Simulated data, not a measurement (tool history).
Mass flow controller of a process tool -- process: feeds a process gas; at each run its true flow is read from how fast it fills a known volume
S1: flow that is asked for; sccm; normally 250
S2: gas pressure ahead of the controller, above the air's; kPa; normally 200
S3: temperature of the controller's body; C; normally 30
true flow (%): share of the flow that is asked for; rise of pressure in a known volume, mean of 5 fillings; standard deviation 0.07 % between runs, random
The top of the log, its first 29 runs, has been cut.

run 30 hour=5776.6 | S1=250 S2=183 S3=24 | true_flow_(%)=98.42
run 31 hour=5919 | S1=198 S2=200 S3=20 | true_flow_(%)=97.95
run 32 hour=6044.3 | S1=198 S2=200 S3=20 | true_flow_(%)=98.12
run 33 hour=6160.4 | S1=242 S2=200 S3=20 | true_flow_(%)=98.37
-- hour=6224 controller exchanged for a calibrated one
run 34 hour=6354.8 | S1=250 S2=202 S3=30 | true_flow_(%)=98.82
run 35 hour=6608.9 | S1=250 S2=202 S3=30 | true_flow_(%)=98.86
run 36 hour=6780.2 | S1=250 S2=158 S3=39 | true_flow_(%)=99.22
run 37 hour=6974.9 | S1=116 S2=148 S3=39 | true_flow_(%)=98.13
run 38 hour=7213.7 | S1=250 S2=154 S3=30 | true_flow_(%)=98.59
run 39 hour=7442 | S1=157 S2=257 S3=30 | true_flow_(%)=98.64
run 40 hour=7567.8 | S1=329 S2=160 S3=28 | true_flow_(%)=98.97
run 41 hour=7833.6 | S1=70 S2=159 S3=29 | true_flow_(%)=97.55
run 42 hour=8043.6 | S1=195 S2=200 S3=30 | true_flow_(%)=98.65
run 43 hour=8193.3 | S1=89 S2=200 S3=28 | true_flow_(%)=97.84
run 44 hour=8421.8 | S1=369 S2=200 S3=25 | true_flow_(%)=99.29
run 45 hour=8553.1 | S1=210 S2=167 S3=26 | true_flow_(%)=98.16
run 46 hour=8808.2 | S1=250 S2=199 S3=30 | true_flow_(%)=98.96
run 47 hour=8975.7 | S1=118 S2=264 S3=23 | true_flow_(%)=98.19
run 48 hour=9106 | S1=291 S2=174 S3=38 | true_flow_(%)=99.27

Forecast each of these 3 alternatives for the next run:
run A hour=9258.7 | S1=60 S2=165 S3=27 | true_flow_(%)=?
run B hour=9258.7 | S1=291 S2=241 S3=38 | true_flow_(%)=?
run C hour=9258.7 | S1=226 S2=174 S3=40 | true_flow_(%)=?

run=A true_flow_(%)=97.29
run=B true_flow_(%)=99.52
run=C true_flow_(%)=99.08
Had the tool no hidden state, the same runs would have come out as:
run=A true_flow_(%)=97.31
run=B true_flow_(%)=99.53
run=C true_flow_(%)=99.09

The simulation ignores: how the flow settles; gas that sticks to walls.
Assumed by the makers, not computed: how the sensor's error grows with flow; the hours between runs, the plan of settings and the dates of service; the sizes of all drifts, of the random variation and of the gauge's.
